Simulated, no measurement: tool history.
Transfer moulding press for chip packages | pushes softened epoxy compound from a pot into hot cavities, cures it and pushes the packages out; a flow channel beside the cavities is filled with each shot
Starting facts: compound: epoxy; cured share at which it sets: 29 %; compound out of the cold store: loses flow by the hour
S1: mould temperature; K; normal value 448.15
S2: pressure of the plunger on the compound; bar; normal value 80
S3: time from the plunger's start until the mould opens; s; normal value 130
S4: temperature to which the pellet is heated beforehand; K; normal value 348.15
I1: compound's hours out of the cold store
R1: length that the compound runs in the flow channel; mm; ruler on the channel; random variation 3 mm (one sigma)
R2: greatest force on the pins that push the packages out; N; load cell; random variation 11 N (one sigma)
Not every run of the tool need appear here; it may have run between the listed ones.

run,day,S1,S2,S3,S4,I1,R1,R2
1,0,448.15,80,130,348.15,42.7,571,545
# day 1.067: cavities cleaned with cleaning compound and waxed
2,1.75,448.15,80,130,348.15,17.6,615,546
3,2.608,448.15,80,130,348.15,24,601,555
# day 2.825: cavities cleaned with cleaning compound and waxed
4,4.208,448.15,80,130,348.15,47.1,565,538
# day 4.633: cavities cleaned with cleaning compound and waxed
5,6.175,448.15,89.4,130,348.15,8.5,670,602
# day 6.392: cavities cleaned with cleaning compound and waxed
6,7.129,448.15,80,121,348.15,12.9,633,657
7,8.012,448.15,70.8,136,351.15,41.1,537,502
# day 8.2: cavities cleaned with cleaning compound and waxed
8,9.117,448.15,70.8,143,351.15,20.7,573,474
# day 10.025: cavities cleaned with cleaning compound and waxed
9,10.529,445.15,80,130,342.15,30.1,606,717
# day 11.833: cavities cleaned with cleaning compound and waxed
10,12.396,445.15,80,130,342.15,32.8,601,703

Predict each of these 4 candidate next runs independently; none follows another, all start after run 10:
# day 12.654: plunger's sealing rings changed
# day 13.796: cavities cleaned with cleaning compound and waxed
A,14.146,443.15,76.7,130,342.15,43.5,?,?
# day 12.654: plunger's sealing rings changed
# day 13.796: cavities cleaned with cleaning compound and waxed
B,14.146,448.15,80,130,354.15,29.7,?,?
# day 12.654: plunger's sealing rings changed
# day 13.796: cavities cleaned with cleaning compound and waxed
C,14.146,445.15,80,114,341.15,35.2,?,?
# day 12.654: plunger's sealing rings changed
# day 13.796: cavities cleaned with cleaning compound and waxed
D,14.146,456.15,80,127,348.15,44.6,?,?

run,R1,R2
A,575,806
B,589,554
C,595,921
D,545,394
Stripped of hidden state, with their random variation kept, the same runs would have yielded:
run,R1,R2
A,575,803
B,589,553
C,595,918
D,545,393

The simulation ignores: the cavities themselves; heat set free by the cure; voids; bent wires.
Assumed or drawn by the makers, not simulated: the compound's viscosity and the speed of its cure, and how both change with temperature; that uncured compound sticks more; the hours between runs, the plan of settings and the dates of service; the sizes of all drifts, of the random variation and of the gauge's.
